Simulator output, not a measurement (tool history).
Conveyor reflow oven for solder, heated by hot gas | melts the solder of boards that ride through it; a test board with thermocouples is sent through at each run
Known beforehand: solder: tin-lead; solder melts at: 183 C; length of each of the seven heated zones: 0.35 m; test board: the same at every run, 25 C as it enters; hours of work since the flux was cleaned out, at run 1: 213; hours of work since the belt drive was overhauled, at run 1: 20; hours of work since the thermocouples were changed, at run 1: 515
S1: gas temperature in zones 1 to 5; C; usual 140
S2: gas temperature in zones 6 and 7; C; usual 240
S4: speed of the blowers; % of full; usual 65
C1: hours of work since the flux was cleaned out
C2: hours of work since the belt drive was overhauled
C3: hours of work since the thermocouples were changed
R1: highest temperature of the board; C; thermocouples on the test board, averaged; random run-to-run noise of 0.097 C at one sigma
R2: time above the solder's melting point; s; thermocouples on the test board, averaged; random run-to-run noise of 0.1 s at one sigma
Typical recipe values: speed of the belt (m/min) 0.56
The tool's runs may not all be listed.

{"run": 1, "hour": 0.0, "S1": 140, "S2": 240, "speed of the belt (m/min)": 0.56, "S4": 65, "C1": 213, "C2": 20, "C3": 515, "R1": 216.58, "R2": 55.1}
{"hour": 16.3, "done": "flux residue cleaned out of gas plates and filters"}
{"run": 2, "hour": 18.8, "S1": 140, "S2": 240, "speed of the belt (m/min)": 0.56, "S4": 76, "C1": 1, "C2": 27, "C3": 521, "R1": 221.57, "R2": 59.3}
{"run": 3, "hour": 38.0, "S1": 140, "S2": 240, "speed of the belt (m/min)": 0.56, "S4": 76, "C1": 10, "C2": 36, "C3": 530, "R1": 221.6, "R2": 59.4}
{"run": 4, "hour": 60.1, "S1": 140, "S2": 240, "speed of the belt (m/min)": 0.56, "S4": 76, "C1": 21, "C2": 47, "C3": 541, "R1": 221.37, "R2": 59.5}
{"run": 5, "hour": 89.0, "S1": 140, "S2": 240, "speed of the belt (m/min)": 0.494, "S4": 65, "C1": 35, "C2": 60, "C3": 555, "R1": 222.42, "R2": 68.5}
{"run": 6, "hour": 107.3, "S1": 140, "S2": 240, "speed of the belt (m/min)": 0.613, "S4": 65, "C1": 43, "C2": 69, "C3": 563, "R1": 214.6, "R2": 48.5}
{"run": 7, "hour": 126.4, "S1": 140, "S2": 240, "speed of the belt (m/min)": 0.613, "S4": 65, "C1": 52, "C2": 78, "C3": 572, "R1": 214.66, "R2": 48.4}
{"run": 8, "hour": 155.9, "S1": 140, "S2": 240, "speed of the belt (m/min)": 0.56, "S4": 65, "C1": 66, "C2": 92, "C3": 586, "R1": 218.13, "R2": 56.3}
{"run": 9, "hour": 184.1, "S1": 140, "S2": 240, "speed of the belt (m/min)": 0.56, "S4": 65, "C1": 80, "C2": 106, "C3": 600, "R1": 218.03, "R2": 56.2}
{"run": 10, "hour": 199.8, "S1": 140, "S2": 240, "speed of the belt (m/min)": 0.56, "S4": 65, "C1": 87, "C2": 113, "C3": 607, "R1": 217.94, "R2": 56.4}
{"run": 11, "hour": 215.1, "S1": 140, "S2": 240, "speed of the belt (m/min)": 0.56, "S4": 65, "C1": 95, "C2": 120, "C3": 615, "R1": 217.95, "R2": 56.5}
{"run": 12, "hour": 232.4, "S1": 140, "S2": 240, "speed of the belt (m/min)": 0.56, "S4": 65, "C1": 103, "C2": 129, "C3": 623, "R1": 217.97, "R2": 56.4}
{"run": 13, "hour": 246.2, "S1": 140, "S2": 240, "speed of the belt (m/min)": 0.56, "S4": 65, "C1": 110, "C2": 135, "C3": 630, "R1": 217.88, "R2": 56.4}
{"run": 14, "hour": 259.2, "S1": 140, "S2": 240, "speed of the belt (m/min)": 0.56, "S4": 65, "C1": 116, "C2": 141, "C3": 636, "R1": 217.88, "R2": 56.1}
{"run": 15, "hour": 282.5, "S1": 140, "S2": 240, "speed of the belt (m/min)": 0.477, "S4": 84, "C1": 127, "C2": 153, "C3": 647, "R1": 227.67, "R2": 75.2}
{"run": 16, "hour": 311.3, "S1": 140, "S2": 240, "speed of the belt (m/min)": 0.477, "S4": 84, "C1": 141, "C2": 166, "C3": 661, "R1": 227.67, "R2": 75}
{"run": 17, "hour": 338.8, "S1": 135, "S2": 255, "speed of the belt (m/min)": 0.586, "S4": 68, "C1": 154, "C2": 179, "C3": 674, "R1": 227.74, "R2": 58.8}
{"run": 18, "hour": 369.7, "S1": 135, "S2": 255, "speed of the belt (m/min)": 0.586, "S4": 68, "C1": 168, "C2": 194, "C3": 688, "R1": 227.51, "R2": 58.7}

Predict the results of run 19:
{"run": 19, "hour": 399.4, "S1": 135, "S2": 255, "speed of the belt (m/min)": 0.586, "S4": 68, "C1": 182, "C2": 208, "C3": 702, "R1": "?", "R2": "?"}

R1: 227.46 C
R2: 58.6 s
On a tool with no hidden condition, and with the same random variation, this run would have come out at R1 228.42 C, R2 59.2 s.
